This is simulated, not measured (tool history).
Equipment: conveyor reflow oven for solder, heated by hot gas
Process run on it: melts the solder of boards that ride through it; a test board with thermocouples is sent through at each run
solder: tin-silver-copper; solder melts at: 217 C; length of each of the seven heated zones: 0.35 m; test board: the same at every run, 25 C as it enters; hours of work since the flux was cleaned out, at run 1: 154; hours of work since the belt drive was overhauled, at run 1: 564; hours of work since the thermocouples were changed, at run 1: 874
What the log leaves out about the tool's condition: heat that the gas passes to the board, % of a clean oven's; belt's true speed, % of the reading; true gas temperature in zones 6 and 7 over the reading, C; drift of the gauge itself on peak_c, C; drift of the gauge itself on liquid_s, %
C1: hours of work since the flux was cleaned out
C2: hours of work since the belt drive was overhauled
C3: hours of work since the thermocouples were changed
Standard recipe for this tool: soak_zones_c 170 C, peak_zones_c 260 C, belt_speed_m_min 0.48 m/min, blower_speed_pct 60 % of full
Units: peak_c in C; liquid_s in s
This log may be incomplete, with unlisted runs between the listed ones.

Run 1, hour 0: usual settings; C1 154; C2 564; C3 874. Result: peak_c 242.3 C, liquid_s 52.9 s.
Run 2, hour 40.6: usual settings; C1 184; C2 595; C3 904. Result: peak_c 241.6 C, liquid_s 53.3 s.
At hour 77.8: thermocouples of zones 6 and 7 changed.
Run 3, hour 80.2: usual settings; C1 212; C2 623; C3 2. Result: peak_c 242.5 C, liquid_s 52.9 s.
Run 4, hour 119.4: usual settings; C1 242; C2 652; C3 31. Result: peak_c 241.8 C, liquid_s 53.1 s.
Run 5, hour 176.5: usual settings but peak_zones_c 252 C; C1 285; C2 695; C3 74. Result: peak_c 235.4 C, liquid_s 44.3 s.
At hour 225.7: flux residue cleaned out of gas plates and filters.
Run 6, hour 237.8: usual settings but peak_zones_c 252 C; C1 9; C2 738; C3 117. Result: peak_c 235.1 C, liquid_s 44.5 s.
Run 7, hour 270.1: usual settings but belt_speed_m_min 0.449 m/min; C1 33; C2 762; C3 141. Result: peak_c 244.3 C, liquid_s 60.3 s.
Run 8, hour 302: usual settings but belt_speed_m_min 0.449 m/min; C1 57; C2 786; C3 165. Result: peak_c 244.4 C, liquid_s 61.2 s.
Run 9, hour 334: usual settings but peak_zones_c 259 C; C1 81; C2 810; C3 189. Result: peak_c 241.5 C, liquid_s 52.1 s.
Run 10, hour 381.9: usual settings but peak_zones_c 259 C; C1 118; C2 846; C3 225. Result: peak_c 240.9 C, liquid_s 52.3 s.
Run 11, hour 434: usual settings but peak_zones_c 259 C; C1 157; C2 885; C3 264. Result: peak_c 241.4 C, liquid_s 52.2 s.
Run 12, hour 491.1: usual settings but peak_zones_c 259 C; C1 200; C2 928; C3 307. Result: peak_c 241.4 C, liquid_s 52.4 s.
Run 13, hour 539.8: usual settings but peak_zones_c 259 C; C1 236; C2 965; C3 344. Result: peak_c 241.3 C, liquid_s 52.5 s.
Run 14, hour 569.8: usual settings but peak_zones_c 255 C, blower_speed_pct 79 % of full; C1 259; C2 987; C3 366. Result: peak_c 242.6 C, liquid_s 55.9 s.
Run 15, hour 592.8: usual settings but soak_zones_c 172 C, peak_zones_c 254 C, belt_speed_m_min 0.486 m/min, blower_speed_pct 58 % of full; C1 276; C2 1005; C3 384. Result: peak_c 236.1 C, liquid_s 46 s.
Run 16, hour 642.3: usual settings but soak_zones_c 172 C, peak_zones_c 254 C, belt_speed_m_min 0.397 m/min, blower_speed_pct 85 % of full; C1 313; C2 1042; C3 421. Result: peak_c 247.1 C, liquid_s 77.5 s.
At hour 651.2: flux residue cleaned out of gas plates and filters.
Run 17, hour 687.9: usual settings but soak_zones_c 172 C, peak_zones_c 254 C, belt_speed_m_min 0.397 m/min, blower_speed_pct 85 % of full; C1 28; C2 1072; C3 451. Result: peak_c 247 C, liquid_s 77.5 s.
Run 18, hour 720.3: usual settings but peak_zones_c 259 C, belt_speed_m_min 0.396 m/min, blower_speed_pct 59 % of full; C1 52; C2 1097; C3 476. Result: peak_c 246.5 C, liquid_s 72.9 s.

What will run 19 give?
Run 19, hour 776.7: usual settings but peak_zones_c 259 C, belt_speed_m_min 0.396 m/min, blower_speed_pct 59 % of full; C1 94; C2 1139; C3 518. Result: peak_c ?, liquid_s ?.

{"run 19": {"peak_c": 246.1, "liquid_s": 73.5}}
With no hidden state in the tool, this same run would have given peak_c 246.2 C, liquid_s 73.3 s.
